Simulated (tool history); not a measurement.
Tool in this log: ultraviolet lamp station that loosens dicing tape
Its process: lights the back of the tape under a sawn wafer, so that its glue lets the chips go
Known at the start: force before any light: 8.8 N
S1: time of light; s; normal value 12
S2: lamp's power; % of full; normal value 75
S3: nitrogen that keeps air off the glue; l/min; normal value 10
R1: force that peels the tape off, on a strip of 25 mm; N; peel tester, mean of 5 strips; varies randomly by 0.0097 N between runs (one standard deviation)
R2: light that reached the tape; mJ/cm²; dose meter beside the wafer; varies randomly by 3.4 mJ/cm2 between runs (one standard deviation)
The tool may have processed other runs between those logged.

Run 1, hour 0: usual settings. Result: R1 0.632 N, R2 450 mJ/cm².
Run 2, hour 53.3: usual settings. Result: R1 0.669 N, R2 434 mJ/cm².
Run 3, hour 89.4: usual settings but S1 17 s. Result: R1 0.321 N, R2 604 mJ/cm².
Run 4, hour 115: usual settings but S1 17 s. Result: R1 0.332 N, R2 596 mJ/cm².
Run 5, hour 164.4: usual settings but S1 17 s. Result: R1 0.344 N, R2 582 mJ/cm².
Run 6, hour 207.9: usual settings but S1 6 s. Result: R1 2.591 N, R2 202 mJ/cm².
Run 7, hour 257.9: usual settings but S3 12 l/min. Result: R1 0.811 N, R2 383 mJ/cm².
Run 8, hour 288.3: usual settings but S1 17 s, S2 92 % of full, S3 12 l/min. Result: R1 0.25 N, R2 661 mJ/cm².
Run 9, hour 336.3: usual settings but S2 65 % of full, S3 14 l/min. Result: R1 1.127 N, R2 322 mJ/cm².
Run 10, hour 365.5: usual settings but S2 65 % of full, S3 14 l/min. Result: R1 1.16 N, R2 316 mJ/cm².
Run 11, hour 395.2: usual settings but S1 16 s, S2 92 % of full. Result: R1 0.357 N, R2 584 mJ/cm².
Run 12, hour 428.3: usual settings but S1 16 s, S3 16 l/min. Result: R1 0.479 N, R2 468 mJ/cm².
Run 13, hour 451: usual settings but S1 16 s, S3 16 l/min. Result: R1 0.476 N, R2 460 mJ/cm².

Some steps in R1 between neighbouring runs. How much of each would the tool show without its hidden state too (settings, what came in, random variation), and how much is left for the hidden state, with any gauge scatter that isn't in both results?
Hidden state present: lamp's light, % of a new lamp's; light that the window lets through, % of a clean one's; drift of the gauge itself on peel_n, %; drift of the gauge itself on dose_mj_cm2, %.
Run 5 -> 6: S1 17 -> 6. R1 +2.247 N: hidden state +0.739, all else +1.508.
